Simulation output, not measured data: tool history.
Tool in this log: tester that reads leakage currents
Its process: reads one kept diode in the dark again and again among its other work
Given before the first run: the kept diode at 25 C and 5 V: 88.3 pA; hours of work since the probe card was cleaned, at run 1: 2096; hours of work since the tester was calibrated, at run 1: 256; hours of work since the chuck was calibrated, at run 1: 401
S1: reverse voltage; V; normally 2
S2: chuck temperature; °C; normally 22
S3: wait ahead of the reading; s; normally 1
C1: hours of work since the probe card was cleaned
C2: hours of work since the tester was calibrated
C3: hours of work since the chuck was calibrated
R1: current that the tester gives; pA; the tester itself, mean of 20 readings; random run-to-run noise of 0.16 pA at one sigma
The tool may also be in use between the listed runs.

Run 1, hour 0: usual settings; C1 2096; C2 256; C3 401. Result: R1 49.77 pA.
Run 2, hour 36.6: usual settings but S3 1.89 s; C1 2119; C2 279; C3 425. Result: R1 49.19 pA.
Run 3, hour 72.5: usual settings but S3 1.89 s; C1 2142; C2 303; C3 448. Result: R1 49.24 pA.
Run 4, hour 115.2: usual settings; C1 2170; C2 330; C3 475. Result: R1 49.24 pA.
Run 5, hour 141.5: usual settings; C1 2187; C2 347; C3 492. Result: R1 48.65 pA.
Run 6, hour 160.6: usual settings but S2 36 °C, S3 1.87 s; C1 2199; C2 359; C3 505. Result: R1 139.43 pA.
Run 7, hour 188.9: usual settings but S2 37 °C; C1 2217; C2 377; C3 523. Result: R1 149.89 pA.
At hour 196.4: chuck's temperature calibrated.
Run 8, hour 223: usual settings but S2 37 °C; C1 2238; C2 398; C3 17. Result: R1 165.16 pA.
Run 9, hour 252.1: usual settings but S1 1.41 V, S2 21 °C, S3 4.62 s; C1 2257; C2 417; C3 36. Result: R1 44.18 pA.
Run 10, hour 288.1: usual settings but S1 14.9 V, S2 53 °C, S3 0.73 s; C1 2280; C2 440; C3 59. Result: R1 944.61 pA.

Alternative continuations, all from the tool just after run 10; predict every row:
Run A, hour 317.9: usual settings but S1 14.9 V, S2 33 °C, S3 0.73 s; C1 2299; C2 459; C3 78. Result: R1 ?.
Run B, hour 317.9: usual settings but S1 5.79 V, S2 53 °C, S3 0.73 s; C1 2299; C2 459; C3 78. Result: R1 ?.
Run C, hour 317.9: usual settings but S1 14.9 V, S2 54 °C, S3 1.63 s; C1 2299; C2 459; C3 78. Result: R1 ?.
Run D, hour 317.9: usual settings but S1 6.51 V, S2 28 °C, S3 0.73 s; C1 2299; C2 459; C3 78. Result: R1 ?.
Run E, hour 317.9: usual settings but S1 13.79 V, S2 29 °C, S3 1.77 s; C1 2299; C2 459; C3 78. Result: R1 ?.

run       R1
  A    247.5
  B   693.74
  C  1004.06
  D   127.82
  E   180.47
Stripped of hidden state, with their random variation kept, the same runs would have yielded:
run       R1
  A   233.48
  B   697.24
  C  1001.14
  D   122.13
  E   166.84
